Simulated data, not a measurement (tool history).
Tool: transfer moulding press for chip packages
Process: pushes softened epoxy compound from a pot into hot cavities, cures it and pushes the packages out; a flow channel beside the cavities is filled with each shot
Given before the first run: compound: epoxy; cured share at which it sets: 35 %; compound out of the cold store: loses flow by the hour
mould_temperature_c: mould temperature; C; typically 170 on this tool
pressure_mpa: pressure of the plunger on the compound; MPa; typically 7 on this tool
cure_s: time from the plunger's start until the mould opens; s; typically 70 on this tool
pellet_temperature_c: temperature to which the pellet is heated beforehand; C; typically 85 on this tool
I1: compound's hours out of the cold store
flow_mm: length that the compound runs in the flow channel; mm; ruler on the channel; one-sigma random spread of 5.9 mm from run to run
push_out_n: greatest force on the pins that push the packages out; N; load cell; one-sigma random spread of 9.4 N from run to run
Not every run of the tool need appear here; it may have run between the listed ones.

run 1 day=0 | mould_temperature_c=170 pressure_mpa=7 cure_s=70 pellet_temperature_c=85 | I1=34.8 | flow_mm=737 push_out_n=678
-- day=0.596 cavities cleaned with cleaning compound and waxed
run 2 day=1.246 | mould_temperature_c=170 pressure_mpa=7 cure_s=70 pellet_temperature_c=85 | I1=18.3 | flow_mm=800 push_out_n=880
-- day=2.996 cavities cleaned with cleaning compound and waxed
run 3 day=3.588 | mould_temperature_c=170 pressure_mpa=7 cure_s=70 pellet_temperature_c=85 | I1=36.9 | flow_mm=711 push_out_n=546
-- day=5.346 cavities cleaned with cleaning compound and waxed
run 4 day=5.396 | mould_temperature_c=175 pressure_mpa=7 cure_s=70 pellet_temperature_c=85 | I1=46 | flow_mm=650 push_out_n=386
run 5 day=7.325 | mould_temperature_c=175 pressure_mpa=7 cure_s=70 pellet_temperature_c=85 | I1=17.4 | flow_mm=761 push_out_n=621
-- day=7.788 cavities cleaned with cleaning compound and waxed
run 6 day=8.962 | mould_temperature_c=175 pressure_mpa=7 cure_s=70 pellet_temperature_c=84 | I1=13 | flow_mm=775 push_out_n=538
-- day=10.212 cavities cleaned with cleaning compound and waxed
run 7 day=10.212 | mould_temperature_c=175 pressure_mpa=7 cure_s=70 pellet_temperature_c=84 | I1=21.1 | flow_mm=725 push_out_n=383
run 8 day=11.775 | mould_temperature_c=175 pressure_mpa=7 cure_s=70 pellet_temperature_c=84 | I1=14.8 | flow_mm=745 push_out_n=559
-- day=12.275 mould's thermocouples calibrated
-- day=12.658 cavities cleaned with cleaning compound and waxed
-- day=12.967 plunger's sealing rings changed
run 9 day=13.596 | mould_temperature_c=175 pressure_mpa=7 cure_s=70 pellet_temperature_c=84 | I1=19.5 | flow_mm=800 push_out_n=512
-- day=14.742 cavities cleaned with cleaning compound and waxed, once more
run 10 day=14.804 | mould_temperature_c=175 pressure_mpa=7 cure_s=70 pellet_temperature_c=84 | I1=23.8 | flow_mm=762 push_out_n=400
run 11 day=16.983 | mould_temperature_c=164 pressure_mpa=7.61 cure_s=94 pellet_temperature_c=86 | I1=28.6 | flow_mm=799 push_out_n=648
-- day=17.208 cavities cleaned with cleaning compound and waxed
run 12 day=18.2 | mould_temperature_c=164 pressure_mpa=6.21 cure_s=94 pellet_temperature_c=86 | I1=8.3 | flow_mm=811 push_out_n=564
-- day=19.533 cavities cleaned with cleaning compound and waxed
run 13 day=19.729 | mould_temperature_c=164 pressure_mpa=7.19 cure_s=70 pellet_temperature_c=86 | I1=36.7 | flow_mm=721 push_out_n=754
-- day=21.925 cavities cleaned with cleaning compound and waxed
run 14 day=22.133 | mould_temperature_c=177 pressure_mpa=6.92 cure_s=57 pellet_temperature_c=87 | I1=14.3 | flow_mm=757 push_out_n=515
run 15 day=23.967 | mould_temperature_c=170 pressure_mpa=7.01 cure_s=89 pellet_temperature_c=85 | I1=36.9 | flow_mm=671 push_out_n=566
-- day=24.454 cavities cleaned with cleaning compound and waxed
run 16 day=25.267 | mould_temperature_c=170 pressure_mpa=7.49 cure_s=75 pellet_temperature_c=85 | I1=12.5 | flow_mm=797 push_out_n=566
-- day=25.875 plunger's sealing rings changed
run 17 day=26.712 | mould_temperature_c=164 pressure_mpa=6.69 cure_s=75 pellet_temperature_c=85 | I1=41.4 | flow_mm=716 push_out_n=894
-- day=26.958 cavities cleaned with cleaning compound and waxed
run 18 day=27.867 | mould_temperature_c=172 pressure_mpa=7.81 cure_s=75 pellet_temperature_c=86 | I1=25.5 | flow_mm=814 push_out_n=519
run 19 day=29.025 | mould_temperature_c=172 pressure_mpa=7 cure_s=60 pellet_temperature_c=85 | I1=10.8 | flow_mm=837 push_out_n=931
-- day=29.45 cavities cleaned with cleaning compound and waxed
run 20 day=30.479 | mould_temperature_c=170 pressure_mpa=5.67 cure_s=70 pellet_temperature_c=85 | I1=39.5 | flow_mm=628 push_out_n=625

Forecast each of these 5 alternatives for the next run:
-- day=31.788 cavities cleaned with cleaning compound and waxed
run A day=32.525 | mould_temperature_c=170 pressure_mpa=7.13 cure_s=65 pellet_temperature_c=85 | I1=36.9 | flow_mm=? push_out_n=?
-- day=31.788 cavities cleaned with cleaning compound and waxed
run B day=32.525 | mould_temperature_c=173 pressure_mpa=6.46 cure_s=75 pellet_temperature_c=85 | I1=17.7 | flow_mm=? push_out_n=?
-- day=31.788 cavities cleaned with cleaning compound and waxed
run C day=32.525 | mould_temperature_c=177 pressure_mpa=7 cure_s=70 pellet_temperature_c=85 | I1=15.5 | flow_mm=? push_out_n=?
-- day=31.788 cavities cleaned with cleaning compound and waxed
run D day=32.525 | mould_temperature_c=162 pressure_mpa=6.69 cure_s=70 pellet_temperature_c=82 | I1=46.6 | flow_mm=? push_out_n=?
-- day=31.788 cavities cleaned with cleaning compound and waxed
run E day=32.525 | mould_temperature_c=170 pressure_mpa=8.74 cure_s=70 pellet_temperature_c=81 | I1=11.9 | flow_mm=? push_out_n=?

run=A flow_mm=703 push_out_n=673
run=B flow_mm=744 push_out_n=488
run=C flow_mm=775 push_out_n=493
run=D flow_mm=664 push_out_n=944
run=E flow_mm=900 push_out_n=650
With no hidden state in the tool, these same runs would have given:
run=A flow_mm=744 push_out_n=502
run=B flow_mm=788 push_out_n=359
run=C flow_mm=820 push_out_n=362
run=D flow_mm=703 push_out_n=707
run=E flow_mm=952 push_out_n=483

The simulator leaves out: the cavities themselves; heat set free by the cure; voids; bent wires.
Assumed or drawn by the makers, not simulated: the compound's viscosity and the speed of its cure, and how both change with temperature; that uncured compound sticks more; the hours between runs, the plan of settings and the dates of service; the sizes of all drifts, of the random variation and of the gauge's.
